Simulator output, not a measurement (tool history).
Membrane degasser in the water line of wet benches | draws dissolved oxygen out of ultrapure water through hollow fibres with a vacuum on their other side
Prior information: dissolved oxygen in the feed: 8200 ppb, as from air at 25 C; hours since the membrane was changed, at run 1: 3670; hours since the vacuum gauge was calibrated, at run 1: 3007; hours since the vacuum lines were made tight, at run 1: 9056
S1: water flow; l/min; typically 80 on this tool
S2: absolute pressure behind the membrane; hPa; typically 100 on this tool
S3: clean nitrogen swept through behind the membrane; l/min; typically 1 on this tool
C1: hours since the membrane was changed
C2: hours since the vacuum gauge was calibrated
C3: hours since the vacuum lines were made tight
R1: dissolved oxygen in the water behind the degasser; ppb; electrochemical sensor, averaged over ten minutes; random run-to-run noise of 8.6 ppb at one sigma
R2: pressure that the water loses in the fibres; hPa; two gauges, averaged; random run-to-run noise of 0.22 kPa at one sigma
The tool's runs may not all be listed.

| run | hour | S1 | S2 | S3 | C1 | C2 | C3 | R1 | R2 |
|---|---|---|---|---|---|---|---|---|---|
| 1 | 0 | 80 | 100 | 1 | 3670 | 3007 | 9056 | 902.6 | 556.1 |
| 2 | 229.4 | 80 | 240 | 1 | 3900 | 3237 | 9286 | 2268.2 | 556 |
| 3 | 354.5 | 80 | 240 | 1 | 4025 | 3362 | 9411 | 2271.2 | 554.4 |
| 4 | 558.9 | 80 | 100 | 1 | 4229 | 3566 | 9615 | 909.4 | 554.6 |
| 5 | 667.8 | 80 | 100 | 1 | 4338 | 3675 | 9724 | 905.1 | 556.7 |
| 6 | 890.2 | 80 | 100 | 0.52 | 4561 | 3897 | 9946 | 1282.7 | 553.5 |
| 7 | 984.3 | 80 | 100 | 0.52 | 4655 | 3992 | 10041 | 1322.8 | 557.5 |
| 8 | 1152.6 | 80 | 100 | 0.52 | 4823 | 4160 | 10209 | 1301.1 | 553.5 |
| 9 | 1258 | 80 | 100 | 0.52 | 4928 | 4265 | 10314 | 1299.9 | 556.6 |
| 10 | 1420.9 | 80 | 100 | 0.52 | 5091 | 4428 | 10477 | 1297.1 | 557.9 |
| 11 | 1648 | 80 | 143 | 1 | 5318 | 4655 | 10704 | 1396.8 | 555.2 |
| 12 | 1830.1 | 80 | 100 | 1 | 5501 | 4837 | 10886 | 916.3 | 557.8 |
| 13 | 1988.4 | 80 | 100 | 1 | 5659 | 4996 | 11045 | 914.9 | 553.5 |
| 14 | 2181 | 80 | 100 | 1 | 5851 | 5188 | 11237 | 918.6 | 557.2 |
| 15 | 2288.5 | 112 | 100 | 1 | 5959 | 5296 | 11345 | 1205.3 | 776.7 |
| 16 | 2498.8 | 80 | 100 | 1 | 6169 | 5506 | 11555 | 924.3 | 556.6 |
| 17 | 2613.6 | 80 | 100 | 1 | 6284 | 5621 | 11670 | 917.4 | 556.3 |
|  | 2763.8 | seals of the vacuum lines changed |
| 18 | 2789.7 | 72 | 100 | 0.66 | 6458 | 5795 | 26 | 1047.1 | 498 |
| 19 | 2895.7 | 72 | 100 | 0.71 | 6564 | 5901 | 132 | 1024 | 501.5 |
| 20 | 3102.4 | 79 | 211 | 1.2 | 6771 | 6108 | 339 | 1826.4 | 546.7 |
| 21 | 3258.3 | 80 | 136 | 1 | 6927 | 6264 | 494 | 1275.7 | 563.1 |
| 22 | 3434.8 | 88 | 100 | 1.62 | 7103 | 6440 | 671 | 751.2 | 612.4 |
| 23 | 3534 | 88 | 100 | 1.62 | 7202 | 6539 | 770 | 742.9 | 610.8 |
| 24 | 3646.1 | 80 | 100 | 0.64 | 7315 | 6651 | 882 | 1151.3 | 554.9 |
| 25 | 3767.1 | 80 | 100 | 0.64 | 7435 | 6772 | 1003 | 1166.4 | 555.4 |
| 26 | 3868.7 | 59 | 61 | 0.69 | 7537 | 6874 | 1105 | 426.6 | 408 |
| 27 | 4027.7 | 59 | 61 | 0.69 | 7696 | 7033 | 1264 | 421.6 | 407.8 |
| 28 | 4211.2 | 104 | 132 | 1.73 | 7880 | 7217 | 1447 | 1140.9 | 724.4 |
| 29 | 4330.8 | 107 | 105 | 2.86 | 7999 | 7336 | 1567 | 685.9 | 748.3 |
| 30 | 4523.1 | 83 | 105 | 0.82 | 8192 | 7528 | 1759 | 1126.2 | 577.6 |
| 31 | 4642.1 | 83 | 105 | 0.82 | 8311 | 7647 | 1878 | 1118 | 574.8 |

What if the next run were any one of these 5? Each begins from the tool's condition after run 31:
| A | 4756.5 | 55 | 246 | 0.82 | 8425 | 7762 | 1993 | ? | ? |
| B | 4756.5 | 119 | 79 | 1.72 | 8425 | 7762 | 1993 | ? | ? |
| C | 4756.5 | 76 | 117 | 2.36 | 8425 | 7762 | 1993 | ? | ? |
| D | 4756.5 | 83 | 105 | 2.73 | 8425 | 7762 | 1993 | ? | ? |
| E | 4756.5 | 80 | 100 | 0.72 | 8425 | 7762 | 1993 | ? | ? |

| run | R1 | R2 |
|---|---|---|
| A | 2050.6 | 383.3 |
| B | 746.7 | 822.4 |
| C | 607.6 | 528 |
| D | 533.8 | 577.5 |
| E | 1089.5 | 555.1 |
Take away the tool's hidden state, keep each run's random variation, and the runs would have read:
| run | R1 | R2 |
|---|---|---|
| A | 2049.7 | 382.9 |
| B | 744.8 | 821.6 |
| C | 606.6 | 527.5 |
| D | 532.8 | 576.9 |
| E | 1087.7 | 554.5 |

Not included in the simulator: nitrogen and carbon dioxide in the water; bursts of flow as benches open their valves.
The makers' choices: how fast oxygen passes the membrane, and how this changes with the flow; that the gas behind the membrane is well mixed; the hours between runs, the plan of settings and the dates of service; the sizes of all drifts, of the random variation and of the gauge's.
